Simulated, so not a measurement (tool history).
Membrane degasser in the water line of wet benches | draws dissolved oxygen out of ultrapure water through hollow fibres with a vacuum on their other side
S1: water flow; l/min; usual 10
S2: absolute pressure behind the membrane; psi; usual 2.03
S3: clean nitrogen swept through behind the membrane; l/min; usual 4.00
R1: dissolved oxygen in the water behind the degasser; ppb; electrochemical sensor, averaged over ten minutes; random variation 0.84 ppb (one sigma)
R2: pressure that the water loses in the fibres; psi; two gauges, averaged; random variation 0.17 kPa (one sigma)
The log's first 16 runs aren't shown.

run,hour,S1,S2,S3,R1,R2
17,2110.7,10,2.03,4.00,85.8,3.999
18,2212.0,8,1.71,1.69,109.5,3.133
# hour 2220.6: vacuum gauge calibrated
19,2382.5,10,2.97,9.73,63.6,3.916
20,2556.0,8,3.05,7.51,55.0,3.168
21,2723.8,8,3.05,7.51,55.5,3.155
# hour 2758.8: vacuum gauge calibrated, once more
22,2810.4,10,1.86,4.11,78.6,3.955
23,2972.6,13,4.26,2.32,408.4,5.191
24,3117.9,7,2.47,2.02,126.9,2.763
25,3229.9,7,2.47,2.02,125.7,2.734
26,3328.4,7,2.47,2.02,128.0,2.740
27,3405.2,7,2.47,2.02,124.8,2.769
28,3488.7,13,2.03,2.08,230.9,5.184
29,3653.7,9,2.03,4.43,69.8,3.565
30,3813.0,10,3.18,4.00,138.2,3.965

Forecast each of these 3 alternatives for the next run:
A,3895.6,10,3.18,8.31,?,?
B,3895.6,11,3.18,4.00,?,?
C,3895.6,10,1.41,6.02,?,?

run,R1,R2
A,79.0,4.009
B,163.4,4.412
C,48.8,4.023
Without the tool's hidden state the same runs would have given:
run,R1,R2
A,67.8,3.697
B,145.1,4.071
C,39.0,3.713
